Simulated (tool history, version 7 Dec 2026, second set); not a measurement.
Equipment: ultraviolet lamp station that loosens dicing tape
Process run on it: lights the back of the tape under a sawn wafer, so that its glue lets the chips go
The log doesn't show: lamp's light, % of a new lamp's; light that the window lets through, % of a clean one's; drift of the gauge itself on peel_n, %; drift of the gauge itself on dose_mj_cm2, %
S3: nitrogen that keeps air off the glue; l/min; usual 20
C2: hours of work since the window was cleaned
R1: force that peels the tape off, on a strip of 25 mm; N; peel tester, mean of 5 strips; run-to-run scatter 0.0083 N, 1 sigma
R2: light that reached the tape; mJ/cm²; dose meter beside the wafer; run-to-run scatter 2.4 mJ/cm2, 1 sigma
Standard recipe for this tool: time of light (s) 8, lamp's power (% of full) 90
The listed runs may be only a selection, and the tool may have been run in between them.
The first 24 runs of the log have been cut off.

{"run": 25, "hour": 321.7, "time of light (s)": 5, "lamp's power (% of full)": 66, "S3": 27, "hours of work of the lamp": 757, "C2": 172, "R1": 1.309, "R2": 85}
{"run": 26, "hour": 332.4, "time of light (s)": 8, "lamp's power (% of full)": 75, "S3": 8, "hours of work of the lamp": 766, "C2": 180, "R1": 1.035, "R2": 157}
{"run": 27, "hour": 349.4, "time of light (s)": 12, "lamp's power (% of full)": 75, "S3": 8, "hours of work of the lamp": 779, "C2": 194, "R1": 0.63, "R2": 225}
{"run": 28, "hour": 364.9, "time of light (s)": 8, "lamp's power (% of full)": 90, "S3": 20, "hours of work of the lamp": 792, "C2": 206, "R1": 0.526, "R2": 182}
{"run": 29, "hour": 383.5, "time of light (s)": 8, "lamp's power (% of full)": 90, "S3": 20, "hours of work of the lamp": 807, "C2": 221, "R1": 0.536, "R2": 176}
{"run": 30, "hour": 393.1, "time of light (s)": 14, "lamp's power (% of full)": 92, "S3": 37, "hours of work of the lamp": 814, "C2": 229, "R1": 0.254, "R2": 308}
{"run": 31, "hour": 408.4, "time of light (s)": 14, "lamp's power (% of full)": 92, "S3": 37, "hours of work of the lamp": 827, "C2": 241, "R1": 0.258, "R2": 312}
{"run": 32, "hour": 426.9, "time of light (s)": 4, "lamp's power (% of full)": 61, "S3": 12, "hours of work of the lamp": 841, "C2": 256, "R1": 2.22, "R2": 60}
{"run": 33, "hour": 439.6, "time of light (s)": 8, "lamp's power (% of full)": 64, "S3": 20, "hours of work of the lamp": 851, "C2": 266, "R1": 0.927, "R2": 122}
{"run": 34, "hour": 451.8, "time of light (s)": 8, "lamp's power (% of full)": 69, "S3": 20, "hours of work of the lamp": 861, "C2": 276, "R1": 0.843, "R2": 126}
{"hour": 463.7, "done": "window cleaned of glue's vapour"}
{"run": 35, "hour": 469.0, "time of light (s)": 8, "lamp's power (% of full)": 69, "S3": 20, "hours of work of the lamp": 875, "C2": 4, "R1": 0.712, "R2": 143}
{"run": 36, "hour": 486.8, "time of light (s)": 8, "lamp's power (% of full)": 69, "S3": 20, "hours of work of the lamp": 889, "C2": 18, "R1": 0.739, "R2": 140}
{"run": 37, "hour": 504.5, "time of light (s)": 8, "lamp's power (% of full)": 69, "S3": 20, "hours of work of the lamp": 903, "C2": 33, "R1": 0.716, "R2": 142}

The next listed run, before its measurement:
{"run": 38, "hour": 515.7, "time of light (s)": 6, "lamp's power (% of full)": 90, "S3": 28, "hours of work of the lamp": 912, "C2": 42, "R1": "?", "R2": "?"}

Run 38 measured R1 0.680 N, R2 137 mJ/cm².
Take away the tool's hidden state, keep the run-to-run variation as it was, and the same run would have given R1 0.425 N, R2 191 mJ/cm².

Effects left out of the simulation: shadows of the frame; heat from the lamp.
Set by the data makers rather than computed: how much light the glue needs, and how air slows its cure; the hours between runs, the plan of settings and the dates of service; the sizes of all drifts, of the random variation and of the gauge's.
